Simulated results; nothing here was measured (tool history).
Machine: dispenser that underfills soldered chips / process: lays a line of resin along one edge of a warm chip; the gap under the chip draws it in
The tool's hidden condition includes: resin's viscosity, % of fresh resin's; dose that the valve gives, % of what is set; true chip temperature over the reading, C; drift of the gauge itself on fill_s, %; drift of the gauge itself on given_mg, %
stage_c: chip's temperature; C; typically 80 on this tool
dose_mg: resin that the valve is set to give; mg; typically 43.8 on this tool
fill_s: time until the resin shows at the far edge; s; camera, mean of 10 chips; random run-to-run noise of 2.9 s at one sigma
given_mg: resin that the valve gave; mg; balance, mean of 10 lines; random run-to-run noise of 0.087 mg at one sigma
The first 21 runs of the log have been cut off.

run,day,stage_c,dose_mg,hours of work since the syringe was changed,hours of work since the valve was cleaned,hours of work since the stage was calibrated,fill_s,given_mg
# day 6.979: new syringe of resin
22,6.988,85,42.3,0,55,299,240.5,41.02
23,7.242,85,42.3,5,60,304,349.8,40.98
# day 7.471: new syringe of resin
24,7.479,85,42.3,0,64,308,234.1,40.92
# day 7.658: dispensing valve cleaned and set on the balance
25,7.729,82,51.9,4,1,312,337.1,51.99
# day 8.029: new syringe of resin
26,8.042,82,43.8,0,7,317,263.8,43.66
27,8.408,85,55.7,7,13,324,391.2,55.35
# day 8.55: new syringe of resin
28,8.671,85,55.7,2,18,329,273.2,55.1
29,9.012,85,55.7,8,24,335,448,55.04
# day 9.062: new syringe of resin
30,9.408,85,55.7,6,31,342,372.9,54.74
# day 9.583: new syringe of resin
31,9.762,65,38.3,3,37,348,628.4,37.5
32,9.988,89,53,7,41,352,350.8,51.75
# day 10.088: new syringe of resin
33,10.429,74,49.5,6,49,360,540.6,48.15
# day 10.583: new syringe of resin
34,10.838,80,56.8,5,57,367,382.8,54.99

Forecast each of these 5 alternatives for the next run:
# day 11.083: new syringe of resin
A,11.238,85,45.9,3,64,374,?,?
# day 11.083: new syringe of resin
B,11.238,89,43.8,3,64,374,?,?
# day 11.083: new syringe of resin
C,11.238,67,56.8,3,64,374,?,?
# day 11.083: new syringe of resin
D,11.238,82,43.8,3,64,374,?,?
# day 11.083: new syringe of resin
E,11.238,68,38.9,3,64,374,?,?

run,fill_s,given_mg
A,281.9,44.33
B,242.6,42.19
C,542.7,54.86
D,317.7,42.25
E,537.9,37.61
What these runs would have given with no unlogged condition in the tool:
run,fill_s,given_mg
A,236.8,45.9
B,203.5,43.68
C,459.2,56.79
D,266.9,43.74
E,452.1,38.94
